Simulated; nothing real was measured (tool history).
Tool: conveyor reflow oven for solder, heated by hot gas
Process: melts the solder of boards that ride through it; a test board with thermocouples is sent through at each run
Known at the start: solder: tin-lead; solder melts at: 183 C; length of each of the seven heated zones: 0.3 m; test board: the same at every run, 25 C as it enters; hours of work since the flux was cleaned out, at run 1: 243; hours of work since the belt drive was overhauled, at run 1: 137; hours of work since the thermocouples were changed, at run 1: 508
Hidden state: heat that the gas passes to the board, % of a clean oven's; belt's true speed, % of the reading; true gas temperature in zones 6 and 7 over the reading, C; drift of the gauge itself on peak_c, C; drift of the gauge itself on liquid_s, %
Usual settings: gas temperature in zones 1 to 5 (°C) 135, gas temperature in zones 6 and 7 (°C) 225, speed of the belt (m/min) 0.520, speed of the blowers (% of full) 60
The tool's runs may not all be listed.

run    day  gas temperature in zones 1 to 5 (°C)  gas temperature in zones 6 and 7 (°C)  speed of the belt (m/min)  speed of the blowers (% of full)  hours of work since the flux was cleaned out  hours of work since the belt drive was overhauled  hours of work since the thermocouples were changed  highest temperature of the board (°C)  time above the solder's melting point (s)
  1  0.000                                   135                                    225                      0.520                                60                                           243                                                137                                                 508                                  202.8                                       36.5
  2  0.267                                   135                                    234                      0.520                                60                                           247                                                141                                                 512                                  210.2                                       43.6
  3  0.629                                   135                                    234                      0.520                                60                                           253                                                147                                                 518                                  209.8                                       43.6
  4  1.117                                   135                                    234                      0.520                                60                                           261                                                155                                                 526                                  210.2                                       44.3
  5  1.450                                   135                                    234                      0.520                                60                                           266                                                160                                                 531                                  210.4                                       44.5
  6  1.862                                   135                                    234                      0.520                                60                                           273                                                167                                                 538                                  210.6                                       43.1
  7  2.333                                   135                                    225                      0.509                                60                                           280                                                174                                                 545                                  203.2                                       38.5
  8  2.675                                   135                                    219                      0.520                                60                                           286                                                179                                                 551                                  197.9                                       31.1
  9  3.121                                   135                                    219                      0.520                                60                                           293                                                187                                                 558                                  198.1                                       30.2
 10  3.558                                   135                                    225                      0.520                                60                                           300                                                194                                                 565                                  203.3                                       37.2
 11  3.833                                   135                                    225                      0.520                                60                                           304                                                198                                                 569                                  202.8                                       36.4
 12  4.125                                   135                                    231                      0.520                                62                                           309                                                203                                                 574                                  208.1                                       41.9
 13  4.558                                   135                                    231                      0.563                                62                                           316                                                209                                                 581                                  205.2                                       35.2
 14  4.950                                   131                                    226                      0.582                                62                                           322                                                216                                                 587                                  198.3                                       26.3
 15  5.300                                   131                                    226                      0.582                                62                                           327                                                221                                                 592                                  198.5                                       26.7
 16  5.508                                   131                                    226                      0.582                                64                                           331                                                225                                                 596                                  199.4                                       27.8
 17  5.717                                   122                                    220                      0.546                                63                                           334                                                228                                                 599                                  194.2                                       21.8
 18  5.946                                   147                                    225                      0.520                                60                                           338                                                232                                                 603                                  205.4                                       43.2
 19  6.429                                   135                                    233                      0.520                                80                                           345                                                239                                                 610                                  215.7                                       49.1

Forecast each of these 4 alternatives for the next run:
  A  6.646                                   135                                    214                      0.511                                75                                           349                                                243                                                 614                                      ?                                          ?
  B  6.646                                   149                                    233                      0.520                                71                                           349                                                243                                                 614                                      ?                                          ?
  C  6.646                                   135                                    230                      0.565                                71                                           349                                                243                                                 614                                      ?                                          ?
  D  6.646                                   135                                    238                      0.476                                82                                           349                                                243                                                 614                                      ?                                          ?

run  highest temperature of the board (°C)  time above the solder's melting point (s)
  A                                  198.1                                       33.7
  B                                  216.0                                       54.3
  C                                  208.4                                       38.9
  D                                  221.9                                       60.7
Without the tool's hidden state the same runs would have given:
run  highest temperature of the board (°C)  time above the solder's melting point (s)
  A                                  198.3                                       34.1
  B                                  216.2                                       54.5
  C                                  208.7                                       39.2
  D                                  222.2                                       60.8

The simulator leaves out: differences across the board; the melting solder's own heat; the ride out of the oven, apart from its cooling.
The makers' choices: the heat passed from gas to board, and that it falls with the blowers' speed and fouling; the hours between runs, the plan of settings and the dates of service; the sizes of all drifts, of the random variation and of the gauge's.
